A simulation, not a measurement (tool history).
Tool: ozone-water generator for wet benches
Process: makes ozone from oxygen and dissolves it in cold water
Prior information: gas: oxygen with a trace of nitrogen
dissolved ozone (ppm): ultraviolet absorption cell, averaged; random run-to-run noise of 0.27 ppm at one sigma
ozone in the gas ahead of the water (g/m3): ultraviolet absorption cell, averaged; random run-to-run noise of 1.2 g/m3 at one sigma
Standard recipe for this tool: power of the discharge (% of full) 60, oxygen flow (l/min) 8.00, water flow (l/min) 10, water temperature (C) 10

run	hour	power of the discharge (% of full)	oxygen flow (l/min)	water flow (l/min)	water temperature (C)	dissolved ozone (ppm)	ozone in the gas ahead of the water (g/m3)
1	0.0	60	8.00	10	10	42.4	211.1
2	68.1	91	8.00	10	10	56.9	280.3
3	125.1	91	8.00	10	10	56.5	287.1
4	163.5	91	8.00	10	10	56.7	279.7
5	215.6	91	8.00	10	10	56.9	284.6
6	272.0	91	10.86	10	10	53.8	245.8
7	340.2	91	10.86	10	10	54.1	243.4
8	405.6	95	4.86	10	10	60.6	367.8
9	467.5	60	8.00	10	6	45.7	211.0
10	518.4	91	12.02	10	15	47.1	234.4
11	570.1	48	8.00	7	10	44.3	178.3
12	604.3	60	9.74	10	10	41.4	191.3
13	660.1	72	13.03	8	10	49.5	189.6

Predict each of these 5 candidate next runs independently; none follows another, all start after run 13:
A	717.4	81	8.21	10	17	?	?
B	717.4	60	14.01	12	8	?	?
C	717.4	72	6.11	8	10	?	?
D	717.4	72	4.88	8	10	?	?
E	717.4	72	13.68	8	16	?	?

run	dissolved ozone (ppm)	ozone in the gas ahead of the water (g/m3)
A	44.2	255.4
B	36.4	162.0
C	57.2	268.1
D	58.2	299.6
E	41.7	185.5
What these runs would have given with no unlogged condition in the tool:
run	dissolved ozone (ppm)	ozone in the gas ahead of the water (g/m3)
A	44.3	255.6
B	36.5	162.1
C	57.3	268.2
D	58.2	299.8
E	41.7	185.6
